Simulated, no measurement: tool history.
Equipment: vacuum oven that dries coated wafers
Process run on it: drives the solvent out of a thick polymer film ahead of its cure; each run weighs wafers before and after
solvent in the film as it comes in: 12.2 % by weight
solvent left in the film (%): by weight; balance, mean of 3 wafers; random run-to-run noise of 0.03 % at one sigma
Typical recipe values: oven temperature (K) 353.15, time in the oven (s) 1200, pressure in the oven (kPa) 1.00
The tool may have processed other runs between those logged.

run	day	oven temperature (K)	time in the oven (s)	pressure in the oven (kPa)	solvent left in the film (%)
1	0.000	353.15	1200	1.00	1.11
2	0.371	353.15	1200	1.00	1.04
3	0.771	353.15	1200	1.00	1.14
4	1.121	353.15	1200	1.00	1.09
5	1.450	353.15	1200	1.00	1.09
6	2.088	353.15	1200	1.00	1.11
7	2.425	353.15	1200	1.00	1.05
8	2.738	353.15	1200	0.99	1.09
9	3.408	353.15	1200	1.00	1.14
10	3.754	357.15	1200	1.00	0.80
11	4.296	357.15	1200	1.00	0.76
12	4.871	357.15	1200	1.00	0.77
13	5.521	339.15	1260	1.16	3.66
14	5.975	358.15	1260	1.16	0.69
15	6.612	341.15	2100	1.00	1.84
16	7.083	341.15	2100	1.00	1.90
17	7.779	367.15	1920	1.00	0.37
18	8.421	367.15	1920	1.00	0.41
19	9.104	352.15	1380	2.37	1.90
20	9.662	352.15	1380	2.37	1.90
21	10.233	352.15	1380	2.37	1.92

Consider 4 possible next runs. They are alternatives, not a sequence: every one starts from the tool as it was left by run 21. What does each give?
A	10.896	353.15	1740	2.37	?
B	10.896	353.15	1200	1.34	?
C	10.896	357.15	660	1.41	?
D	10.896	353.15	2040	1.00	?

run	solvent left in the film (%)
A	1.61
B	1.32
C	1.96
D	0.71
Without the tool's unlogged condition, the same runs would have read:
run	solvent left in the film (%)
A	1.47
B	1.15
C	1.76
D	0.61
